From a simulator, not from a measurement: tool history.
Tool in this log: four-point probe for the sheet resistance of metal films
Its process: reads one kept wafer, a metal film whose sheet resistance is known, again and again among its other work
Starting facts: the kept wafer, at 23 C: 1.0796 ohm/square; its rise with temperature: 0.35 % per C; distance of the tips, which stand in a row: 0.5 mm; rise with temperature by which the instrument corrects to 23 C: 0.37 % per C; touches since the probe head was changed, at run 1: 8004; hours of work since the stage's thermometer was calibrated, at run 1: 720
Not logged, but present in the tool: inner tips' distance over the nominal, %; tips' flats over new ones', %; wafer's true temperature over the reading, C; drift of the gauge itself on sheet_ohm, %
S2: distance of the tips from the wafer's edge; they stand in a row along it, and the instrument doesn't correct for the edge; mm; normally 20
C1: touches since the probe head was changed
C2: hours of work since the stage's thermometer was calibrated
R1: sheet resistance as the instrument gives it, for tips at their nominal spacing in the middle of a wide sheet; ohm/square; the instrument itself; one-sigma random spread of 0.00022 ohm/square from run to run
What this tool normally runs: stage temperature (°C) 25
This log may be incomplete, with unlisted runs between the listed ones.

run 1 day=0 | stage_temperature_(°C)=25 S2=20 | C1=8004 C2=720 | R1=1.07405
run 2 day=0.629 | stage_temperature_(°C)=25 S2=20 | C1=8313 C2=727 | R1=1.074522
run 3 day=1.529 | stage_temperature_(°C)=20 S2=20 | C1=8758 C2=737 | R1=1.075474
run 4 day=2.329 | stage_temperature_(°C)=20 S2=20 | C1=9153 C2=745 | R1=1.075132
run 5 day=3.188 | stage_temperature_(°C)=25 S2=62 | C1=9575 C2=755 | R1=1.073982
run 6 day=3.646 | stage_temperature_(°C)=25 S2=62 | C1=9801 C2=760 | R1=1.073927
run 7 day=4.425 | stage_temperature_(°C)=25 S2=62 | C1=10186 C2=768 | R1=1.073697
run 8 day=5.467 | stage_temperature_(°C)=25 S2=8 | C1=10699 C2=779 | R1=1.075807
run 9 day=6.125 | stage_temperature_(°C)=25 S2=8 | C1=11024 C2=787 | R1=1.076147
run 10 day=7.125 | stage_temperature_(°C)=25 S2=51 | C1=11516 C2=797 | R1=1.073149
-- day=7.229 stage's thermometer calibrated
run 11 day=7.671 | stage_temperature_(°C)=23 S2=20 | C1=11774 C2=5 | R1=1.073922
run 12 day=8.629 | stage_temperature_(°C)=25 S2=20 | C1=12249 C2=15 | R1=1.07343
run 13 day=9.567 | stage_temperature_(°C)=25 S2=20 | C1=12711 C2=25 | R1=1.073827
-- day=9.962 stage's thermometer calibrated, once more
run 14 day=10.338 | stage_temperature_(°C)=25 S2=20 | C1=13080 C2=4 | R1=1.074825
run 15 day=11.317 | stage_temperature_(°C)=25 S2=20 | C1=13563 C2=15 | R1=1.074631

For run 16, what comes out?
run 16 day=12.092 | stage_temperature_(°C)=25 S2=20 | C1=13944 C2=23 | R1=?

R1: 1.074189 ohm/square
Were there no unlogged condition in the tool, this run, its random variation unchanged, would have produced R1 1.079277 ohm/square.

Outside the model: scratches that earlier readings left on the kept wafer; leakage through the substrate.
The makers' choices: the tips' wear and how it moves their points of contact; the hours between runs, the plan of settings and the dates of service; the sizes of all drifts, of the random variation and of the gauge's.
